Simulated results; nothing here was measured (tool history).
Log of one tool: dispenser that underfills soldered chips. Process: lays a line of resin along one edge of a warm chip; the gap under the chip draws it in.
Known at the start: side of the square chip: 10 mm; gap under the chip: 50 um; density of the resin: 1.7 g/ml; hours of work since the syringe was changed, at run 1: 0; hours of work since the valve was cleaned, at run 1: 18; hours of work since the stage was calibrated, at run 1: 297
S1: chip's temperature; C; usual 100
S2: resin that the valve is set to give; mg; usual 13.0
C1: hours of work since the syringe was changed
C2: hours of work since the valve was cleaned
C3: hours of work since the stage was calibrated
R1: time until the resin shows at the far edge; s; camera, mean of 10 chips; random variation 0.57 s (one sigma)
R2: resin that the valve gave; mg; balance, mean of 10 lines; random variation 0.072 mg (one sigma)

run	hour	S1	S2	C1	C2	C3	R1	R2
1	0.0	100	13.0	0	18	297	46.2	12.78
# hour 9.6: new syringe of resin
2	11.7	99	13.0	1	26	305	56.5	12.74
# hour 20.1: new syringe of resin
3	22.1	90	13.0	1	33	312	75.6	12.53
# hour 29.7: new syringe of resin
4	31.7	100	11.5	1	39	318	56.2	11.10
5	37.6	100	11.5	5	43	322	79.9	10.96
# hour 39.8: new syringe of resin
6	45.1	100	11.5	4	48	327	67.0	10.92
# hour 49.5: new syringe of resin
7	53.9	100	11.5	3	54	333	65.1	10.85
# hour 60.1: new syringe of resin
8	65.6	100	11.5	4	62	341	68.0	10.92
# hour 70.1: new syringe of resin
9	76.6	100	11.5	5	69	348	74.0	10.85
# hour 80.4: new syringe of resin
10	82.1	100	11.5	1	73	352	53.1	10.85
# hour 90.5: new syringe of resin
11	92.3	100	11.5	1	80	359	54.7	10.70
# hour 100.9: new syringe of resin
12	104.1	100	11.9	2	88	367	57.8	10.96
13	109.8	100	13.0	6	92	371	80.9	11.99
# hour 110.9: new syringe of resin
14	116.5	100	13.0	4	96	375	68.1	11.94
# hour 120.7: new syringe of resin
15	123.7	100	13.0	2	101	380	58.6	11.80
# hour 130.3: new syringe of resin
16	131.7	100	13.0	1	106	385	52.1	11.71
# hour 140.3: new syringe of resin
17	143.7	89	14.5	2	114	393	83.6	13.00
# hour 150.2: new syringe of resin
18	150.2	86	11.8	0	119	398	79.1	10.63
# hour 160.6: new syringe of resin
19	161.2	98	11.8	0	126	405	54.2	10.53
20	167.4	106	13.1	5	130	409	60.0	11.56
# hour 171.2: new syringe of resin
21	173.4	100	12.1	1	134	413	56.5	10.65
# hour 180.9: new syringe of resin
22	180.9	107	14.3	0	139	418	37.9	12.61
# hour 187.6: dispensing valve cleaned and set on the balance
23	188.5	97	13.8	5	1	423	77.6	13.74
# hour 191.7: new syringe of resin
24	200.3	112	14.4	6	9	431	51.8	14.34
# hour 201.3: new syringe of resin
25	208.8	112	14.4	5	14	437	48.7	14.02
# hour 211.4: new syringe of resin
26	215.2	106	13.0	3	18	441	48.0	12.72
# hour 221.8: new syringe of resin
27	223.9	106	14.7	1	24	447	42.9	14.37

How the hidden state differs across the entries between the runs, from the last listed run before each to the first after it:
Between runs 1 and 2: new syringe of resin (hour 9.6)
  resin's viscosity, % of fresh resin's: 99.7 -> 114.6; dose that the valve gives, % of what is set: 98.36 -> 97.71; true chip temperature over the reading, C: 1.08 -> 1.12
  measured less the result without the state, R1: -1.8 -> +5.5 s; R2: -0.21 -> -0.30 mg
Between runs 2 and 3: new syringe of resin (hour 20.1)
  resin's viscosity, % of fresh resin's: 114.6 -> 113.3; dose that the valve gives, % of what is set: 97.71 -> 97.07; true chip temperature over the reading, C: 1.12 -> 1.15
  measured less the result without the state, R1: +5.5 -> +6.3 s; R2: -0.30 -> -0.39 mg
Between runs 3 and 4: new syringe of resin (hour 29.7)
  resin's viscosity, % of fresh resin's: 113.3 -> 114.3; dose that the valve gives, % of what is set: 97.07 -> 96.48; true chip temperature over the reading, C: 1.15 -> 1.18
  measured less the result without the state, R1: +6.3 -> +5.5 s; R2: -0.39 -> -0.41 mg
Between runs 5 and 6: new syringe of resin (hour 39.8)
  resin's viscosity, % of fresh resin's: 164.5 -> 137.8; dose that the valve gives, % of what is set: 96.1 -> 95.65; true chip temperature over the reading, C: 1.2 -> 1.23
  measured less the result without the state, R1: +29.8 -> +17.0 s; R2: -0.45 -> -0.50 mg
Between runs 6 and 7: new syringe of resin (hour 49.5)
  resin's viscosity, % of fresh resin's: 137.8 -> 132.7; dose that the valve gives, % of what is set: 95.65 -> 95.15; true chip temperature over the reading, C: 1.23 -> 1.25
  measured less the result without the state, R1: +17.0 -> +14.5 s; R2: -0.50 -> -0.56 mg
Between runs 7 and 8: new syringe of resin (hour 60.1)
  resin's viscosity, % of fresh resin's: 132.7 -> 138.1; dose that the valve gives, % of what is set: 95.15 -> 94.46; true chip temperature over the reading, C: 1.25 -> 1.29
  measured less the result without the state, R1: +14.5 -> +17.3 s; R2: -0.56 -> -0.64 mg
Between runs 8 and 9: new syringe of resin (hour 70.1)
  resin's viscosity, % of fresh resin's: 138.1 -> 150.9; dose that the valve gives, % of what is set: 94.46 -> 93.85; true chip temperature over the reading, C: 1.29 -> 1.32
  measured less the result without the state, R1: +17.3 -> +23.6 s; R2: -0.64 -> -0.70 mg
Between runs 9 and 10: new syringe of resin (hour 80.4)
  resin's viscosity, % of fresh resin's: 150.9 -> 109.7; dose that the valve gives, % of what is set: 93.85 -> 93.52; true chip temperature over the reading, C: 1.32 -> 1.34
  measured less the result without the state, R1: +23.6 -> +3.4 s; R2: -0.70 -> -0.75 mg
Between runs 10 and 11: new syringe of resin (hour 90.5)
  resin's viscosity, % of fresh resin's: 109.7 -> 110.8; dose that the valve gives, % of what is set: 93.52 -> 92.91; true chip temperature over the reading, C: 1.34 -> 1.38
  measured less the result without the state, R1: +3.4 -> +4.1 s; R2: -0.75 -> -0.82 mg
Between runs 11 and 12: new syringe of resin (hour 100.9)
  resin's viscosity, % of fresh resin's: 110.8 -> 121.3; dose that the valve gives, % of what is set: 92.91 -> 92.16; true chip temperature over the reading, C: 1.38 -> 1.42
  measured less the result without the state, R1: +4.1 -> +8.9 s; R2: -0.82 -> -0.94 mg
Between runs 13 and 14: new syringe of resin (hour 110.9)
  resin's viscosity, % of fresh resin's: 172.8 -> 142.2; dose that the valve gives, % of what is set: 91.81 -> 91.45; true chip temperature over the reading, C: 1.44 -> 1.46
  measured less the result without the state, R1: +32.4 -> +18.5 s; R2: -1.07 -> -1.10 mg
Between runs 14 and 15: new syringe of resin (hour 120.7)
  resin's viscosity, % of fresh resin's: 142.2 -> 123; dose that the valve gives, % of what is set: 91.45 -> 90.99; true chip temperature over the reading, C: 1.46 -> 1.48
  measured less the result without the state, R1: +18.5 -> +9.4 s; R2: -1.10 -> -1.17 mg
Between runs 15 and 16: new syringe of resin (hour 130.3)
  resin's viscosity, % of fresh resin's: 123 -> 108.6; dose that the valve gives, % of what is set: 90.99 -> 90.52; true chip temperature over the reading, C: 1.48 -> 1.5
  measured less the result without the state, R1: +9.4 -> +2.5 s; R2: -1.17 -> -1.23 mg
Between runs 16 and 17: new syringe of resin (hour 140.3)
  resin's viscosity, % of fresh resin's: 108.6 -> 121.9; dose that the valve gives, % of what is set: 90.52 -> 89.81; true chip temperature over the reading, C: 1.5 -> 1.54
  measured less the result without the state, R1: +2.5 -> +11.9 s; R2: -1.23 -> -1.48 mg
Between runs 17 and 18: new syringe of resin (hour 150.2)
  resin's viscosity, % of fresh resin's: 121.9 -> 99.1; dose that the valve gives, % of what is set: 89.81 -> 89.43; true chip temperature over the reading, C: 1.54 -> 1.57
  measured less the result without the state, R1: +11.9 -> -2.8 s; R2: -1.48 -> -1.25 mg
Between runs 18 and 19: new syringe of resin (hour 160.6)
  resin's viscosity, % of fresh resin's: 99.1 -> 104; dose that the valve gives, % of what is set: 89.43 -> 88.76; true chip temperature over the reading, C: 1.57 -> 1.6
  measured less the result without the state, R1: -2.8 -> +1.0 s; R2: -1.25 -> -1.33 mg
Between runs 20 and 21: new syringe of resin (hour 171.2)
  resin's viscosity, % of fresh resin's: 152.9 -> 116.7; dose that the valve gives, % of what is set: 88.38 -> 88.04; true chip temperature over the reading, C: 1.63 -> 1.64
  measured less the result without the state, R1: +19.5 -> +7.0 s; R2: -1.52 -> -1.44 mg
Between runs 21 and 22: new syringe of resin (hour 180.9)
  resin's viscosity, % of fresh resin's: 116.7 -> 99.6; dose that the valve gives, % of what is set: 88.04 -> 87.62; true chip temperature over the reading, C: 1.64 -> 1.67
  measured less the result without the state, R1: +7.0 -> -1.7 s; R2: -1.44 -> -1.78 mg
Between runs 22 and 23: dispensing valve cleaned and set on the balance (hour 187.6)
  resin's viscosity, % of fresh resin's: 99.6 -> 150.2; dose that the valve gives, % of what is set: 87.62 -> 99.86; true chip temperature over the reading, C: 1.67 -> 1.69
  measured less the result without the state, R1: -1.7 -> +22.8 s; R2: -1.78 -> -0.02 mg
Between runs 23 and 24: new syringe of resin (hour 191.7)
  resin's viscosity, % of fresh resin's: 150.2 -> 169.7; dose that the valve gives, % of what is set: 99.86 -> 99.23; true chip temperature over the reading, C: 1.69 -> 1.73
  measured less the result without the state, R1: +22.8 -> +19.6 s; R2: -0.02 -> -0.11 mg
Between runs 24 and 25: new syringe of resin (hour 201.3)
  resin's viscosity, % of fresh resin's: 169.7 -> 158.2; dose that the valve gives, % of what is set: 99.23 -> 98.74; true chip temperature over the reading, C: 1.73 -> 1.76
  measured less the result without the state, R1: +19.6 -> +16.2 s; R2: -0.11 -> -0.18 mg
Between runs 25 and 26: new syringe of resin (hour 211.4)
  resin's viscosity, % of fresh resin's: 158.2 -> 126.3; dose that the valve gives, % of what is set: 98.74 -> 98.34; true chip temperature over the reading, C: 1.76 -> 1.78
  measured less the result without the state, R1: +16.2 -> +7.8 s; R2: -0.18 -> -0.21 mg
Between runs 26 and 27: new syringe of resin (hour 221.8)
  resin's viscosity, % of fresh resin's: 126.3 -> 115.7; dose that the valve gives, % of what is set: 98.34 -> 97.87; true chip temperature over the reading, C: 1.78 -> 1.8
  measured less the result without the state, R1: +7.8 -> +3.6 s; R2: -0.21 -> -0.32 mg
